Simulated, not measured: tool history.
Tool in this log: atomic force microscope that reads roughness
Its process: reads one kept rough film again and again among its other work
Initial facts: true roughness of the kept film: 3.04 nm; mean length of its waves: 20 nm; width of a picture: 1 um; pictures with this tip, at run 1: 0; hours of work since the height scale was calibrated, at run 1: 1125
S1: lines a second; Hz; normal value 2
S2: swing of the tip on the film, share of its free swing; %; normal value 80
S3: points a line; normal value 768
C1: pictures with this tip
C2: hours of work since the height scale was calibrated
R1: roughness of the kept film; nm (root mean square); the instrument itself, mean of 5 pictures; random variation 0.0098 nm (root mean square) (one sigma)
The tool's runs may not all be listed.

run    hour    S1  S2   S3   C1    C2     R1
  1       0     2  80  768    0  1125  2.223
  2    39.9     2  63  768   89  1155  2.113
  3    81.3     2  63  768  181  1186  1.874
  4     124     2  63  768  276  1219  1.669
  5   164.2     2  63  768  365  1249  1.553
        173  -- new tip fitted
  6   201.2     2  63  768   63  1277  2.171
  7   234.9     2  63  768  138  1302  1.981
  8   265.7     2  63  768  206  1326  1.823
  9   302.6     2  63  768  288  1354  1.666
 10   323.4     2  66  768  334  1369  1.576
      345.9  -- new tip fitted
 11   371.7  0.52  80  768   57  1406  2.239
      376.5  -- height scale calibrated on a step standard
 12   406.1     2  80  768  131    22  1.878
 13   445.4     2  59  768  218    52  1.834
 14   472.9     2  65  768  280    73  1.692
 15   499.8     2  80  768  339    94  1.495
      519.3  -- new tip fitted
 16   533.6     2  80  826   32   119  2.141
 17   574.1     2  80  826  122   149  1.918
 18   607.2     2  80  826  195   175  1.739
 19   652.5  0.64  55  576  296   209  1.728
      656.2  -- height scale calibrated on a step standard, once more
      693.3  -- new tip fitted
 20   704.5   0.5  76  607   25    36  2.368
 21   746.1  1.44  65  716  117    68  2.043
 22   786.7  3.73  65  682  208    99  1.715
 23   808.9  3.73  65  682  257   115  1.592
 24     843     2  57  768  333   141   1.59
        865  -- new tip fitted
 25   868.4     2  57  768    8   160  2.362
 26   912.7     2  57  768  106   194  2.073
 27   954.9     2  78  719  200   226  1.723
 28  1001.4     2  83  639  303   261  1.498
 29  1024.6     2  83  639  355   279   1.42
     1039.4  -- new tip fitted
 30    1075   0.8  84  438   79   316  2.099
 31  1114.7     2  55  681  167   346   1.94
 32  1163.8     2  55  681  276   384  1.727
 33  1205.3  0.72  62  592  368   415    1.6
     1210.7  -- new tip fitted
 34  1255.9  0.72  62  592  101   453  2.146
 35    1303     2  71  768  205   489  1.776
 36    1349     2  71  768  307   524   1.59

Same runs, no hidden state in the tool, same run-to-run variation:
The tool's hidden condition here consists of: radius of the tip, nm; height scale over the true one, %; drift of the gauge itself on roughness_nm, %.
run     R1
  1  2.222
  2  2.392
  3  2.388
  4  2.383
  5  2.403
  6  2.384
  7  2.374
  8  2.383
  9  2.386
 10  2.374
 11  2.425
 12  2.233
 13  2.413
 14  2.379
 15  2.227
 16  2.225
 17  2.237
 18  2.216
 19  2.461
 20   2.45
 21  2.411
 22  2.279
 23  2.249
 24  2.426
 25  2.426
 26  2.427
 27  2.252
 28  2.187
 29  2.181
 30  2.344
 31  2.419
 32  2.439
 33  2.469
 34  2.463
 35  2.329
 36  2.338
